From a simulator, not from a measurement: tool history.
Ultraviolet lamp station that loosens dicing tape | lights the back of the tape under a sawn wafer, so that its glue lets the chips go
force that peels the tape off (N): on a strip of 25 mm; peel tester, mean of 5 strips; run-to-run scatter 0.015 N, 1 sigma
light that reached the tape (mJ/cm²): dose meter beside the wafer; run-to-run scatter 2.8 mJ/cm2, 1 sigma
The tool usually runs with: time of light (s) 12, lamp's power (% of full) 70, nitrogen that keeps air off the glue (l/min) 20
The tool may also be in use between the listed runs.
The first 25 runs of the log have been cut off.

run,hour,time of light (s),lamp's power (% of full),nitrogen that keeps air off the glue (l/min),hours of work of the lamp,hours of work since the window was cleaned,force that peels the tape off (N),light that reached the tape (mJ/cm²)
26,409.9,12,87,38,216,177,0.576,379
27,421.2,14,78,20,225,185,0.731,395
28,442.5,12,98,20,242,202,0.649,415
# hour 445: window cleaned of glue's vapour
29,465,13,65,21,259,15,0.964,341
30,488.4,13,65,21,277,34,0.996,338
31,500.9,15,70,20,286,43,0.645,414
32,519.5,16,75,29,301,58,0.431,460
33,536.9,12,70,7,314,71,1.907,316
34,548,12,88,7,323,80,1.329,394
35,562.9,12,88,7,334,91,1.374,386
36,583,12,88,7,350,107,1.4,384
37,599.3,8,96,20,363,120,1.618,269
38,609.6,8,96,20,371,128,1.577,268
39,631,12,72,12,387,144,1.716,295
40,652,7,86,15,403,160,2.649,201
41,666.4,8,60,28,415,172,3.071,155
42,687.7,21,69,28,431,188,0.428,460

3 options for the next run, each taken on its own from the tool as it stands now. Forecast them:
# hour 708.8: window cleaned of glue's vapour
A,708.8,21,69,14,447,0,?,?
# hour 708.8: window cleaned of glue's vapour
B,708.8,7,69,28,447,0,?,?
# hour 708.8: window cleaned of glue's vapour
C,708.8,12,77,20,447,0,?,?

run,force that peels the tape off (N),light that reached the tape (mJ/cm²)
A,0.459,528
B,2.566,175
C,0.995,339
Had the tool no hidden state, the same runs would have come out as:
run,force that peels the tape off (N),light that reached the tape (mJ/cm²)
A,0.254,689
B,1.753,228
C,0.549,440

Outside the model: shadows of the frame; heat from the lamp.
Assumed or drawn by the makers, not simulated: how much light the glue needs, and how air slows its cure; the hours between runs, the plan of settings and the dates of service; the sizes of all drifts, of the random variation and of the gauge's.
